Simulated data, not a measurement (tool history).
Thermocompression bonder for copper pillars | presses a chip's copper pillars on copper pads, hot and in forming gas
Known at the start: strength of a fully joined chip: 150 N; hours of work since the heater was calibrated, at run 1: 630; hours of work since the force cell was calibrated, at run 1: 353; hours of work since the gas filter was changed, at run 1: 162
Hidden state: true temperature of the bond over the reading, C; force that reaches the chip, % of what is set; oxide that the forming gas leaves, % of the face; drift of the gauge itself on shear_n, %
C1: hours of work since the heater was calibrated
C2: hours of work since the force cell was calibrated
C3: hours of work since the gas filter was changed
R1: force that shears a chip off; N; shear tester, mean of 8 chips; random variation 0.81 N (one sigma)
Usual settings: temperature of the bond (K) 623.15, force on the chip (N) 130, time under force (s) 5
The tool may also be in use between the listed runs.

Run 1, hour 0.0: usual settings; C1 630; C2 353; C3 162. Result: R1 60.8 N.
Run 2, hour 28.1: usual settings; C1 642; C2 364; C3 174. Result: R1 61.8 N.
Run 3, hour 50.2: usual settings but temperature of the bond (K) 649.15; C1 651; C2 374; C3 183. Result: R1 79.5 N.
Run 4, hour 71.8: usual settings; C1 661; C2 383; C3 192. Result: R1 61.4 N.
Run 5, hour 95.8: usual settings; C1 671; C2 393; C3 203. Result: R1 61.3 N.
Run 6, hour 123.0: usual settings but time under force (s) 9; C1 682; C2 405; C3 214. Result: R1 74.5 N.
Run 7, hour 142.6: usual settings but time under force (s) 9; C1 691; C2 413; C3 223. Result: R1 75.5 N.
Run 8, hour 175.4: usual settings; C1 705; C2 427; C3 237. Result: R1 59.8 N.
Run 9, hour 203.4: usual settings; C1 717; C2 439; C3 248. Result: R1 60.0 N.
Run 10, hour 234.7: usual settings; C1 730; C2 452; C3 262. Result: R1 59.5 N.
Run 11, hour 263.7: usual settings; C1 742; C2 465; C3 274. Result: R1 58.9 N.
At hour 267.8: heater calibrated with a thermocouple chip.
Run 12, hour 301.7: usual settings; C1 14; C2 480; C3 289. Result: R1 57.4 N.
Run 13, hour 336.5: usual settings but temperature of the bond (K) 648.15; C1 29; C2 495; C3 304. Result: R1 72.9 N.
Run 14, hour 354.3: usual settings but temperature of the bond (K) 595.15; C1 37; C2 502; C3 312. Result: R1 40.2 N.
Run 15, hour 381.1: usual settings but temperature of the bond (K) 595.15; C1 48; C2 514; C3 323. Result: R1 39.0 N.
At hour 413.4: forming gas filter changed.
Run 16, hour 413.4: usual settings but temperature of the bond (K) 595.15; C1 62; C2 527; C3 0. Result: R1 44.1 N.
At hour 420.8: heater calibrated with a thermocouple chip, once more.
Run 17, hour 446.5: usual settings but temperature of the bond (K) 595.15; C1 11; C2 541; C3 13. Result: R1 49.4 N.
Run 18, hour 479.4: usual settings but temperature of the bond (K) 612.15, force on the chip (N) 110, time under force (s) 9; C1 25; C2 555; C3 27. Result: R1 66.2 N.
Run 19, hour 516.7: usual settings but temperature of the bond (K) 597.15, force on the chip (N) 110, time under force (s) 10; C1 41; C2 571; C3 43. Result: R1 58.7 N.
Run 20, hour 544.1: usual settings but temperature of the bond (K) 597.15, force on the chip (N) 110, time under force (s) 10; C1 52; C2 582; C3 55. Result: R1 56.5 N.
Run 21, hour 573.9: usual settings but temperature of the bond (K) 630.15, force on the chip (N) 104, time under force (s) 6; C1 65; C2 595; C3 67. Result: R1 64.6 N.
Run 22, hour 590.1: usual settings but temperature of the bond (K) 630.15, force on the chip (N) 104, time under force (s) 6; C1 72; C2 602; C3 74. Result: R1 65.8 N.
Run 23, hour 617.8: usual settings but temperature of the bond (K) 630.15, force on the chip (N) 104, time under force (s) 6; C1 84; C2 614; C3 86. Result: R1 65.1 N.
Run 24, hour 634.7: usual settings but temperature of the bond (K) 630.15, force on the chip (N) 104, time under force (s) 6; C1 91; C2 621; C3 93. Result: R1 64.5 N.
Run 25, hour 667.0: usual settings but temperature of the bond (K) 628.15; C1 105; C2 634; C3 107. Result: R1 70.8 N.
Run 26, hour 689.1: usual settings but temperature of the bond (K) 628.15; C1 114; C2 644; C3 116. Result: R1 71.1 N.
Run 27, hour 711.2: usual settings but temperature of the bond (K) 628.15; C1 124; C2 653; C3 126. Result: R1 70.1 N.
Run 28, hour 738.7: usual settings but temperature of the bond (K) 628.15; C1 135; C2 665; C3 138. Result: R1 71.1 N.
Run 29, hour 767.4: usual settings but temperature of the bond (K) 646.15, force on the chip (N) 87, time under force (s) 7; C1 147; C2 677; C3 150. Result: R1 67.7 N.
Run 30, hour 792.3: usual settings but temperature of the bond (K) 646.15, force on the chip (N) 87, time under force (s) 7; C1 158; C2 688; C3 160. Result: R1 67.5 N.
Run 31, hour 824.0: usual settings but temperature of the bond (K) 641.15, time under force (s) 3; C1 172; C2 701; C3 174. Result: R1 66.7 N.
Run 32, hour 842.0: usual settings but temperature of the bond (K) 615.15, force on the chip (N) 142, time under force (s) 3; C1 179; C2 709; C3 182. Result: R1 53.3 N.
Run 33, hour 871.1: usual settings but temperature of the bond (K) 615.15, force on the chip (N) 151, time under force (s) 3; C1 192; C2 721; C3 194. Result: R1 54.9 N.
Run 34, hour 899.6: usual settings but force on the chip (N) 164, time under force (s) 12; C1 204; C2 733; C3 206. Result: R1 100.0 N.

5 ways to go on from here, each from the tool as it stands after run 34. What would each give?
Run A, hour 935.8: usual settings but temperature of the bond (K) 593.15, force on the chip (N) 164, time under force (s) 12; C1 219; C2 749; C3 221. Result: R1 ?.
Run B, hour 935.8: usual settings but force on the chip (N) 89, time under force (s) 12; C1 219; C2 749; C3 221. Result: R1 ?.
Run C, hour 935.8: usual settings but temperature of the bond (K) 628.15, time under force (s) 12; C1 219; C2 749; C3 221. Result: R1 ?.
Run D, hour 935.8: usual settings but force on the chip (N) 149, time under force (s) 4; C1 219; C2 749; C3 221. Result: R1 ?.
Run E, hour 935.8: usual settings but temperature of the bond (K) 643.15, force on the chip (N) 99, time under force (s) 4; C1 219; C2 749; C3 221. Result: R1 ?.

run    R1
  A  76.1
  B  63.2
  C  88.9
  D  66.5
  E  58.2
Without the tool's hidden state the same runs would have given:
run    R1
  A  82.2
  B  68.1
  C  95.7
  D  71.6
  E  62.5
